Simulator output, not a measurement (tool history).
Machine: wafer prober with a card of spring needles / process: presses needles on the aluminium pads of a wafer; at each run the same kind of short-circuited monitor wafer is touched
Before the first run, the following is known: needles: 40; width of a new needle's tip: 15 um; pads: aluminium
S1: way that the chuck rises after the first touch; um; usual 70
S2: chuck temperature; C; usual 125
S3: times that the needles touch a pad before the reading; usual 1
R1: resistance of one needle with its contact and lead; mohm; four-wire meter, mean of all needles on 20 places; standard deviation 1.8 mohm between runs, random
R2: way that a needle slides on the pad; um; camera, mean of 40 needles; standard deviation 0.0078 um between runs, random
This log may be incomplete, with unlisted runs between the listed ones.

Run 1, hour 0.0: usual settings. Result: R1 306 mohm, R2 15.999 um.
At hour 4.5: tips cleaned on abrasive film.
Run 2, hour 16.1: usual settings. Result: R1 321 mohm, R2 15.973 um.
At hour 19.4: tips cleaned on abrasive film.
At hour 25.8: height of the first contact set anew.
At hour 34.4: tips cleaned on abrasive film.
Run 3, hour 36.6: usual settings but S2 56 C. Result: R1 222 mohm, R2 16.073 um.
At hour 49.0: tips cleaned on abrasive film.
Run 4, hour 52.8: usual settings. Result: R1 246 mohm, R2 16.062 um.
At hour 65.0: tips cleaned on abrasive film.
Run 5, hour 69.3: usual settings. Result: R1 251 mohm, R2 16.063 um.
At hour 80.1: tips cleaned on abrasive film.
Run 6, hour 89.9: usual settings. Result: R1 292 mohm, R2 16.042 um.
At hour 95.7: tips cleaned on abrasive film.
At hour 111.1: tips cleaned on abrasive film.
Run 7, hour 111.1: usual settings. Result: R1 203 mohm, R2 16.014 um.
At hour 126.0: tips cleaned on abrasive film.
Run 8, hour 133.3: usual settings. Result: R1 277 mohm, R2 16.016 um.
At hour 141.2: tips cleaned on abrasive film.
Run 9, hour 154.8: usual settings but S2 43 C. Result: R1 322 mohm, R2 15.988 um.
At hour 157.0: tips cleaned on abrasive film.
At hour 164.7: height of the first contact set anew.
At hour 173.1: tips cleaned on abrasive film.
Run 10, hour 173.8: usual settings but S2 43 C. Result: R1 193 mohm, R2 16.067 um.
At hour 187.9: tips cleaned on abrasive film.
Run 11, hour 193.3: usual settings but S2 43 C. Result: R1 264 mohm, R2 16.059 um.
At hour 202.5: tips cleaned on abrasive film.
Run 12, hour 206.1: usual settings but S2 28 C. Result: R1 240 mohm, R2 16.043 um.
At hour 216.8: tips cleaned on abrasive film.
Run 13, hour 229.0: usual settings but S3 3. Result: R1 234 mohm, R2 16.034 um.
At hour 232.8: tips cleaned on abrasive film.
At hour 247.4: tips cleaned on abrasive film.
Run 14, hour 253.0: usual settings. Result: R1 267 mohm, R2 16.019 um.
At hour 262.8: tips cleaned on abrasive film.
Run 15, hour 270.3: usual settings. Result: R1 292 mohm, R2 16.006 um.
At hour 277.4: tips cleaned on abrasive film.
Run 16, hour 284.7: usual settings. Result: R1 298 mohm, R2 15.990 um.
At hour 292.7: tips cleaned on abrasive film.
At hour 303.8: height of the first contact set anew.
Run 17, hour 306.9: usual settings but S1 61 um, S3 2. Result: R1 297 mohm, R2 14.027 um.
At hour 308.8: tips cleaned on abrasive film.
At hour 324.1: tips cleaned on abrasive film.
Run 18, hour 329.3: usual settings but S2 40 C, S3 2. Result: R1 228 mohm, R2 16.060 um.
At hour 338.7: tips cleaned on abrasive film.
Run 19, hour 340.5: usual settings but S2 40 C, S3 2. Result: R1 198 mohm, R2 16.050 um.
At hour 353.9: tips cleaned on abrasive film.
Run 20, hour 362.0: usual settings but S1 82 um, S2 26 C. Result: R1 264 mohm, R2 18.802 um.
At hour 368.2: tips cleaned on abrasive film.
Run 21, hour 374.0: usual settings but S1 54 um, S2 81 C, S3 3. Result: R1 239 mohm, R2 12.355 um.
At hour 383.4: tips cleaned on abrasive film.
Run 22, hour 389.1: usual settings but S1 55 um, S2 73 C. Result: R1 331 mohm, R2 12.571 um.
At hour 399.1: tips cleaned on abrasive film.
Run 23, hour 411.7: usual settings but S1 50 um, S2 46 C, S3 3. Result: R1 284 mohm, R2 11.409 um.
At hour 413.4: tips cleaned on abrasive film.
Run 24, hour 427.0: usual settings but S1 64 um, S2 46 C. Result: R1 361 mohm, R2 14.609 um.
At hour 428.5: tips cleaned on abrasive film.
Run 25, hour 441.7: usual settings but S1 64 um, S2 46 C. Result: R1 357 mohm, R2 14.602 um.
At hour 443.2: tips cleaned on abrasive film.
At hour 443.5: height of the first contact set anew.
At hour 457.9: tips cleaned on abrasive film.
Run 26, hour 457.9: usual settings but S2 124 C. Result: R1 202 mohm, R2 16.074 um.
Run 27, hour 470.5: usual settings but S2 122 C, S3 2. Result: R1 272 mohm, R2 16.085 um.
At hour 472.7: tips cleaned on abrasive film.
At hour 488.2: tips cleaned on abrasive film.
Run 28, hour 494.1: usual settings but S2 122 C, S3 2. Result: R1 246 mohm, R2 16.049 um.
At hour 502.5: tips cleaned on abrasive film.
Run 29, hour 512.2: usual settings but S1 63 um, S2 27 C, S3 2. Result: R1 268 mohm, R2 14.429 um.

Consider 4 possible next runs. They are alternatives, not a sequence: every one starts from the tool as it was left by run 29. What does each give?
At hour 517.5: tips cleaned on abrasive film.
Run A, hour 522.7: usual settings but S1 63 um, S2 44 C, S3 3. Result: R1 ?, R2 ?.
At hour 517.5: tips cleaned on abrasive film.
Run B, hour 522.7: usual settings but S1 63 um, S2 27 C, S3 2. Result: R1 ?, R2 ?.
At hour 517.5: tips cleaned on abrasive film.
Run C, hour 522.7: usual settings but S1 59 um, S2 39 C, S3 2. Result: R1 ?, R2 ?.
At hour 517.5: tips cleaned on abrasive film.
Run D, hour 522.7: usual settings but S1 73 um, S2 60 C, S3 3. Result: R1 ?, R2 ?.

run   R1      R2
  A  210  14.410
  B  234  14.424
  C  244  13.494
  D  204  16.702
What these runs would have given with no unlogged condition in the tool:
run   R1      R2
  A  172  14.480
  B  170  14.494
  C  173  13.564
  D  175  16.772

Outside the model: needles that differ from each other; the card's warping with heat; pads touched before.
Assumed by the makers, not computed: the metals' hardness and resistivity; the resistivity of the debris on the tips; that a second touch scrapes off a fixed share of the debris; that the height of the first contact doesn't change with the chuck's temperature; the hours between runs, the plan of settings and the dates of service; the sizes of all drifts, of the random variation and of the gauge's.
